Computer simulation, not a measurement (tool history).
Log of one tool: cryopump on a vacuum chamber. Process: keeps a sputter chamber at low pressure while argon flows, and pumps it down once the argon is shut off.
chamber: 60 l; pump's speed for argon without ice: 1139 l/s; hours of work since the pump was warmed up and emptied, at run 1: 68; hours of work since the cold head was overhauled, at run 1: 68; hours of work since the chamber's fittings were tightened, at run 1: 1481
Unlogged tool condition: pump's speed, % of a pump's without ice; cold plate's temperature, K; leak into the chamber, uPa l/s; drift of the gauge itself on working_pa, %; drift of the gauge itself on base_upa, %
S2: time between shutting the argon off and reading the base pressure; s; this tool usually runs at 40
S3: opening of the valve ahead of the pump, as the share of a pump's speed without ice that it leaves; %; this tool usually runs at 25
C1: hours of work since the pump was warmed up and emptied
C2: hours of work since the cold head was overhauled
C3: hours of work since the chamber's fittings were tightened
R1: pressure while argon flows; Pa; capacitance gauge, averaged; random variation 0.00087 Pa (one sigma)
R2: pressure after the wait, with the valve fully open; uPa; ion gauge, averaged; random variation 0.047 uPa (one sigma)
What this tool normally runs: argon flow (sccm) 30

{"run": 1, "hour": 0.0, "argon flow (sccm)": 30, "S2": 40, "S3": 25, "C1": 68, "C2": 68, "C3": 1481, "R1": 0.1795, "R2": 3.72}
{"run": 2, "hour": 51.2, "argon flow (sccm)": 30, "S2": 40, "S3": 25, "C1": 104, "C2": 104, "C3": 1518, "R1": 0.1787, "R2": 3.75}
{"run": 3, "hour": 95.7, "argon flow (sccm)": 30, "S2": 40, "S3": 25, "C1": 136, "C2": 136, "C3": 1549, "R1": 0.1792, "R2": 3.71}
{"run": 4, "hour": 148.7, "argon flow (sccm)": 53, "S2": 40, "S3": 25, "C1": 174, "C2": 174, "C3": 1587, "R1": 0.3206, "R2": 3.6}
{"run": 5, "hour": 182.6, "argon flow (sccm)": 30, "S2": 40, "S3": 25, "C1": 198, "C2": 198, "C3": 1611, "R1": 0.1824, "R2": 3.81}
{"run": 6, "hour": 221.7, "argon flow (sccm)": 30, "S2": 64, "S3": 25, "C1": 226, "C2": 226, "C3": 1639, "R1": 0.1815, "R2": 2.96}
{"hour": 237.4, "done": "leaking fittings of the chamber tightened, without venting"}
{"run": 7, "hour": 253.9, "argon flow (sccm)": 30, "S2": 64, "S3": 25, "C1": 247, "C2": 247, "C3": 12, "R1": 0.183, "R2": 1.97}
{"run": 8, "hour": 279.5, "argon flow (sccm)": 16, "S2": 40, "S3": 25, "C1": 266, "C2": 266, "C3": 30, "R1": 0.0974, "R2": 2.91}
{"run": 9, "hour": 317.6, "argon flow (sccm)": 16, "S2": 40, "S3": 25, "C1": 293, "C2": 293, "C3": 57, "R1": 0.0975, "R2": 3.04}
{"run": 10, "hour": 354.7, "argon flow (sccm)": 30, "S2": 178, "S3": 25, "C1": 319, "C2": 319, "C3": 84, "R1": 0.1828, "R2": 0.94}
{"run": 11, "hour": 403.7, "argon flow (sccm)": 30, "S2": 40, "S3": 25, "C1": 354, "C2": 354, "C3": 119, "R1": 0.1835, "R2": 2.99}
{"run": 12, "hour": 456.8, "argon flow (sccm)": 30, "S2": 40, "S3": 25, "C1": 392, "C2": 392, "C3": 157, "R1": 0.1849, "R2": 3.01}
{"run": 13, "hour": 491.4, "argon flow (sccm)": 30, "S2": 40, "S3": 25, "C1": 417, "C2": 417, "C3": 181, "R1": 0.1846, "R2": 3.08}
{"run": 14, "hour": 537.8, "argon flow (sccm)": 30, "S2": 40, "S3": 30, "C1": 450, "C2": 450, "C3": 214, "R1": 0.1562, "R2": 3.05}
{"run": 15, "hour": 565.6, "argon flow (sccm)": 52, "S2": 40, "S3": 30, "C1": 470, "C2": 470, "C3": 234, "R1": 0.2695, "R2": 3.0}
{"run": 16, "hour": 591.7, "argon flow (sccm)": 33, "S2": 40, "S3": 30, "C1": 489, "C2": 489, "C3": 253, "R1": 0.1721, "R2": 3.09}
{"run": 17, "hour": 613.8, "argon flow (sccm)": 30, "S2": 40, "S3": 25, "C1": 504, "C2": 504, "C3": 269, "R1": 0.1849, "R2": 3.11}
{"run": 18, "hour": 649.6, "argon flow (sccm)": 30, "S2": 40, "S3": 25, "C1": 530, "C2": 530, "C3": 294, "R1": 0.1859, "R2": 3.04}
{"run": 19, "hour": 674.4, "argon flow (sccm)": 30, "S2": 40, "S3": 25, "C1": 548, "C2": 548, "C3": 312, "R1": 0.1854, "R2": 3.1}
{"run": 20, "hour": 705.9, "argon flow (sccm)": 16, "S2": 40, "S3": 25, "C1": 570, "C2": 570, "C3": 334, "R1": 0.0998, "R2": 3.1}
{"run": 21, "hour": 736.9, "argon flow (sccm)": 19, "S2": 94, "S3": 30, "C1": 592, "C2": 592, "C3": 357, "R1": 0.0989, "R2": 1.73}
{"run": 22, "hour": 784.1, "argon flow (sccm)": 19, "S2": 218, "S3": 33, "C1": 626, "C2": 626, "C3": 390, "R1": 0.0914, "R2": 1.1}
{"run": 23, "hour": 821.6, "argon flow (sccm)": 29, "S2": 40, "S3": 19, "C1": 653, "C2": 653, "C3": 417, "R1": 0.2361, "R2": 3.15}
{"run": 24, "hour": 857.2, "argon flow (sccm)": 52, "S2": 56, "S3": 39, "C1": 678, "C2": 678, "C3": 442, "R1": 0.2153, "R2": 2.51}
{"run": 25, "hour": 890.1, "argon flow (sccm)": 52, "S2": 56, "S3": 39, "C1": 701, "C2": 701, "C3": 466, "R1": 0.216, "R2": 2.53}
{"run": 26, "hour": 915.7, "argon flow (sccm)": 29, "S2": 44, "S3": 39, "C1": 720, "C2": 720, "C3": 484, "R1": 0.1223, "R2": 3.06}
{"run": 27, "hour": 948.3, "argon flow (sccm)": 20, "S2": 107, "S3": 56, "C1": 743, "C2": 743, "C3": 507, "R1": 0.0603, "R2": 1.71}
{"run": 28, "hour": 999.9, "argon flow (sccm)": 30, "S2": 40, "S3": 31, "C1": 780, "C2": 780, "C3": 544, "R1": 0.1557, "R2": 3.26}
{"run": 29, "hour": 1043.4, "argon flow (sccm)": 46, "S2": 156, "S3": 31, "C1": 811, "C2": 811, "C3": 575, "R1": 0.2393, "R2": 1.44}
{"run": 30, "hour": 1089.1, "argon flow (sccm)": 46, "S2": 156, "S3": 31, "C1": 843, "C2": 843, "C3": 608, "R1": 0.2419, "R2": 1.47}

Estimate the outcome of run 31 from the log above:
{"run": 31, "hour": 1139.2, "argon flow (sccm)": 46, "S2": 156, "S3": 31, "C1": 879, "C2": 879, "C3": 644, "R1": "?", "R2": "?"}

{"run 31": {"R1": 0.2431, "R2": 1.58}}
Minus the tool's unlogged condition, the same run would have read R1 0.2215 Pa, R2 0.97 uPa.

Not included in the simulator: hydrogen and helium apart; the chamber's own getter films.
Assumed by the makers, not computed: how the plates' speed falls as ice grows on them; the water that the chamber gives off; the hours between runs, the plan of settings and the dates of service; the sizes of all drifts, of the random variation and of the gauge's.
